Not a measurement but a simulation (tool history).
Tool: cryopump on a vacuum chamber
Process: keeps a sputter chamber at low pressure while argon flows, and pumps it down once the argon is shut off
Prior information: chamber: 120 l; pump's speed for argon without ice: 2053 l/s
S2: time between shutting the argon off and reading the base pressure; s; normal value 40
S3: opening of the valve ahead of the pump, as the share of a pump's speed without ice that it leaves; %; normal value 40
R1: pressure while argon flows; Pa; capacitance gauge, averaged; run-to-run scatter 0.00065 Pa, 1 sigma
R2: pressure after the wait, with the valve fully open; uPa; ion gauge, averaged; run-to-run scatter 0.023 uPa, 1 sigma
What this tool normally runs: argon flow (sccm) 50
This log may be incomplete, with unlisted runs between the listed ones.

run 1 hour=0.0 | argon_flow_(sccm)=50 S2=40 S3=40 | R1=0.1043 R2=1.10
run 2 hour=19.0 | argon_flow_(sccm)=50 S2=40 S3=40 | R1=0.1043 R2=1.12
run 3 hour=44.5 | argon_flow_(sccm)=50 S2=40 S3=40 | R1=0.1037 R2=1.09
run 4 hour=66.4 | argon_flow_(sccm)=50 S2=40 S3=40 | R1=0.1050 R2=1.11
run 5 hour=91.6 | argon_flow_(sccm)=50 S2=40 S3=40 | R1=0.1036 R2=1.14
run 6 hour=116.1 | argon_flow_(sccm)=50 S2=40 S3=40 | R1=0.1058 R2=1.12
run 7 hour=128.8 | argon_flow_(sccm)=50 S2=40 S3=40 | R1=0.1048 R2=1.16
run 8 hour=140.6 | argon_flow_(sccm)=44 S2=40 S3=40 | R1=0.0942 R2=1.16
run 9 hour=161.1 | argon_flow_(sccm)=50 S2=206 S3=40 | R1=0.1047 R2=0.72
run 10 hour=175.4 | argon_flow_(sccm)=50 S2=206 S3=40 | R1=0.1067 R2=0.70
run 11 hour=188.7 | argon_flow_(sccm)=50 S2=206 S3=40 | R1=0.1069 R2=0.73
run 12 hour=206.9 | argon_flow_(sccm)=50 S2=206 S3=40 | R1=0.1059 R2=0.73
run 13 hour=226.1 | argon_flow_(sccm)=50 S2=206 S3=40 | R1=0.1066 R2=0.71
run 14 hour=250.5 | argon_flow_(sccm)=50 S2=206 S3=40 | R1=0.1068 R2=0.74
run 15 hour=265.7 | argon_flow_(sccm)=50 S2=40 S3=23 | R1=0.1842 R2=1.25
run 16 hour=283.3 | argon_flow_(sccm)=75 S2=214 S3=26 | R1=0.2436 R2=0.76
run 17 hour=306.2 | argon_flow_(sccm)=75 S2=214 S3=26 | R1=0.2431 R2=0.78
run 18 hour=324.5 | argon_flow_(sccm)=21 S2=195 S3=54 | R1=0.0336 R2=0.79
run 19 hour=342.9 | argon_flow_(sccm)=21 S2=195 S3=54 | R1=0.0345 R2=0.77
run 20 hour=364.7 | argon_flow_(sccm)=50 S2=40 S3=51 | R1=0.0868 R2=1.25
run 21 hour=389.3 | argon_flow_(sccm)=56 S2=55 S3=51 | R1=0.0974 R2=1.14
run 22 hour=401.7 | argon_flow_(sccm)=21 S2=69 S3=38 | R1=0.0481 R2=1.04
run 23 hour=417.7 | argon_flow_(sccm)=22 S2=69 S3=26 | R1=0.0716 R2=1.03
run 24 hour=437.1 | argon_flow_(sccm)=76 S2=206 S3=33 | R1=0.2007 R2=0.78
run 25 hour=455.1 | argon_flow_(sccm)=82 S2=206 S3=21 | R1=0.3298 R2=0.87
run 26 hour=479.1 | argon_flow_(sccm)=97 S2=29 S3=16 | R1=0.5121 R2=1.54
run 27 hour=503.3 | argon_flow_(sccm)=97 S2=29 S3=16 | R1=0.5153 R2=1.48
run 28 hour=520.3 | argon_flow_(sccm)=97 S2=29 S3=16 | R1=0.5152 R2=1.56

Consider 3 possible next runs. They are alternatives, not a sequence: every one starts from the tool as it was left by run 28. What does each give?
run A hour=541.7 | argon_flow_(sccm)=55 S2=29 S3=53 | R1=? R2=?
run B hour=541.7 | argon_flow_(sccm)=31 S2=164 S3=39 | R1=? R2=?
run C hour=541.7 | argon_flow_(sccm)=34 S2=154 S3=15 | R1=? R2=?

run=A R1=0.0940 R2=1.55
run=B R1=0.0711 R2=0.85
run=C R1=0.1925 R2=0.94
What these runs would have given with no unlogged condition in the tool:
run=A R1=0.0850 R2=0.90
run=B R1=0.0660 R2=0.23
run=C R1=0.1869 R2=0.30
